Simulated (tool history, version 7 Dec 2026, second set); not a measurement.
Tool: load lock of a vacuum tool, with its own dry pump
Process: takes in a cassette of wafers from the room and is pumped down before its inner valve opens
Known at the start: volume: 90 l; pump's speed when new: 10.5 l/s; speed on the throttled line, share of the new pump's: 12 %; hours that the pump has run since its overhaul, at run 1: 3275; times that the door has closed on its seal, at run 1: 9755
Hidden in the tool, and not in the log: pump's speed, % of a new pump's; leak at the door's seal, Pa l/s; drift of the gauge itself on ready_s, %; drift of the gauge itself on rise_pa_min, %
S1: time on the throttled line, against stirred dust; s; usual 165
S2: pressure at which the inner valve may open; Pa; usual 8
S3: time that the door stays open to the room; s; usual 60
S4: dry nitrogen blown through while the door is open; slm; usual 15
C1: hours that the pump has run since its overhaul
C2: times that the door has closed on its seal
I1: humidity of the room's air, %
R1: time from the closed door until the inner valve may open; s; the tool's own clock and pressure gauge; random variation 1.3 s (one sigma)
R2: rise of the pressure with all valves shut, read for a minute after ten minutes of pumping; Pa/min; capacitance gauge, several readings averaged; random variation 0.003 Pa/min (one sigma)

Run 1, day 0.000: usual settings; C1 3275; C2 9755; I1 46.5. Result: R1 231.0 s, R2 0.075 Pa/min.
Run 2, day 9.492: usual settings; C1 3502; C2 10081; I1 42.6. Result: R1 232.6 s, R2 0.080 Pa/min.
Run 3, day 17.946: usual settings; C1 3705; C2 10372; I1 41.8. Result: R1 232.3 s, R2 0.082 Pa/min.
Run 4, day 27.017: usual settings; C1 3923; C2 10684; I1 47.4. Result: R1 231.1 s, R2 0.081 Pa/min.
Run 5, day 39.188: usual settings but S1 129 s; C1 4215; C2 11103; I1 50.1. Result: R1 201.1 s, R2 0.097 Pa/min.
Run 6, day 45.758: usual settings but S1 129 s; C1 4373; C2 11328; I1 44.2. Result: R1 202.7 s, R2 0.093 Pa/min.
Run 7, day 58.325: usual settings but S1 129 s, S3 42 s; C1 4674; C2 11761; I1 43.2. Result: R1 201.2 s, R2 0.083 Pa/min.
Run 8, day 64.462: usual settings but S1 129 s, S3 42 s; C1 4822; C2 11972; I1 47.6. Result: R1 202.7 s, R2 0.092 Pa/min.
Run 9, day 74.733: usual settings but S1 89 s; C1 5068; C2 12325; I1 43.9. Result: R1 168.3 s, R2 0.095 Pa/min.
Run 10, day 84.862: usual settings; C1 5311; C2 12673; I1 45.4. Result: R1 233.5 s, R2 0.103 Pa/min.
Run 11, day 91.754: usual settings; C1 5477; C2 12910; I1 44.1. Result: R1 234.7 s, R2 0.102 Pa/min.
Run 12, day 99.658: usual settings; C1 5666; C2 13182; I1 42.4. Result: R1 234.3 s, R2 0.105 Pa/min.
Run 13, day 105.162: usual settings; C1 5798; C2 13372; I1 44.3. Result: R1 233.6 s, R2 0.105 Pa/min.
Run 14, day 111.275: usual settings but S1 152 s; C1 5945; C2 13582; I1 42.9. Result: R1 223.9 s, R2 0.107 Pa/min.
Run 15, day 117.279: usual settings but S1 152 s, S4 5 slm; C1 6089; C2 13788; I1 43.7. Result: R1 225.1 s, R2 0.126 Pa/min.
Run 16, day 129.946: usual settings but S1 152 s, S4 5 slm; C1 6393; C2 14224; I1 44.5. Result: R1 225.4 s, R2 0.138 Pa/min.
Run 17, day 135.704: usual settings but S1 152 s, S4 5 slm; C1 6532; C2 14422; I1 45.6. Result: R1 225.0 s, R2 0.137 Pa/min.
Run 18, day 145.383: usual settings but S1 152 s, S4 5 slm; C1 6764; C2 14755; I1 42.6. Result: R1 224.8 s, R2 0.139 Pa/min.
Run 19, day 156.900: usual settings; C1 7040; C2 15151; I1 46.4. Result: R1 234.2 s, R2 0.126 Pa/min.
Run 20, day 167.667: usual settings but S1 281 s, S2 11 Pa, S3 167 s, S4 8 slm; C1 7299; C2 15522; I1 46.0. Result: R1 335.7 s, R2 0.158 Pa/min.
Run 21, day 179.888: usual settings but S1 240 s, S2 10 Pa, S4 5 slm; C1 7592; C2 15942; I1 44.6. Result: R1 299.8 s, R2 0.159 Pa/min.
Run 22, day 188.862: usual settings but S1 240 s, S2 10 Pa, S4 5 slm; C1 7807; C2 16250; I1 47.0. Result: R1 296.6 s, R2 0.158 Pa/min.
Run 23, day 201.167: usual settings but S1 106 s, S3 34 s; C1 8103; C2 16674; I1 47.0. Result: R1 186.5 s, R2 0.136 Pa/min.
Run 24, day 213.854: usual settings but S1 106 s, S3 34 s; C1 8407; C2 17110; I1 47.0. Result: R1 187.5 s, R2 0.148 Pa/min.
Run 25, day 223.871: usual settings but S3 66 s, S4 8 slm; C1 8647; C2 17455; I1 44.3. Result: R1 241.6 s, R2 0.171 Pa/min.
Run 26, day 230.846: usual settings but S4 4 slm; C1 8815; C2 17694; I1 47.0. Result: R1 240.6 s, R2 0.182 Pa/min.
Run 27, day 239.225: usual settings but S1 130 s, S3 30 s; C1 9016; C2 17983; I1 47.9. Result: R1 209.7 s, R2 0.152 Pa/min.
Run 28, day 250.683: usual settings but S1 130 s, S3 30 s; C1 9291; C2 18377; I1 42.2. Result: R1 208.7 s, R2 0.151 Pa/min.
Run 29, day 263.450: usual settings but S1 195 s, S2 10 Pa, S4 5 slm; C1 9597; C2 18816; I1 48.1. Result: R1 264.0 s, R2 0.187 Pa/min.
Run 30, day 275.900: usual settings but S3 143 s, S4 6 slm; C1 9896; C2 19244; I1 45.1. Result: R1 241.4 s, R2 0.210 Pa/min.
Run 31, day 281.283: usual settings but S1 118 s, S4 43 slm; C1 10025; C2 19429; I1 48.1. Result: R1 202.4 s, R2 0.169 Pa/min.
Run 32, day 292.304: usual settings but S1 118 s, S4 43 slm; C1 10290; C2 19808; I1 47.3. Result: R1 202.3 s, R2 0.170 Pa/min.
Run 33, day 298.725: usual settings but S1 118 s, S2 13 Pa, S4 34 slm; C1 10444; C2 20029; I1 43.9. Result: R1 197.0 s, R2 0.169 Pa/min.
At day 303.250: dry pump taken out, an overhauled one fitted.
Run 34, day 308.650: usual settings but S1 138 s, S2 7 Pa, S3 47 s, S4 6 slm; C1 130; C2 20362; I1 47.3. Result: R1 204.6 s, R2 0.201 Pa/min.
Run 35, day 315.842: usual settings but S1 138 s, S2 7 Pa, S3 47 s, S4 6 slm; C1 302; C2 20609; I1 44.8. Result: R1 204.2 s, R2 0.206 Pa/min.
Run 36, day 325.725: usual settings but S1 138 s, S2 7 Pa, S3 47 s, S4 6 slm; C1 539; C2 20949; I1 47.2. Result: R1 205.0 s, R2 0.203 Pa/min.
Run 37, day 336.062: usual settings but S1 138 s, S2 7 Pa, S3 47 s, S4 6 slm; C1 787; C2 21305; I1 43.9. Result: R1 207.2 s, R2 0.210 Pa/min.
Run 38, day 348.679: usual settings but S1 138 s, S2 7 Pa, S3 47 s, S4 6 slm; C1 1090; C2 21739; I1 47.0. Result: R1 208.4 s, R2 0.218 Pa/min.

Forecast each of these 3 alternatives for the next run:
Run A, day 361.438: usual settings but S1 138 s, S2 7 Pa, S3 41 s, S4 6 slm; C1 1396; C2 22178; I1 48.1. Result: R1 ?, R2 ?.
Run B, day 361.438: usual settings but S3 35 s; C1 1396; C2 22178; I1 42.6. Result: R1 ?, R2 ?.
Run C, day 361.438: usual settings but S1 87 s, S2 11 Pa; C1 1396; C2 22178; I1 44.3. Result: R1 ?, R2 ?.

run     R1     R2
  A  208.0  0.227
  B  228.8  0.197
  C  158.6  0.209
Without the tool's hidden state the same runs would have given:
run     R1     R2
  A  204.8  0.044
  B  225.6  0.013
  C  155.2  0.023
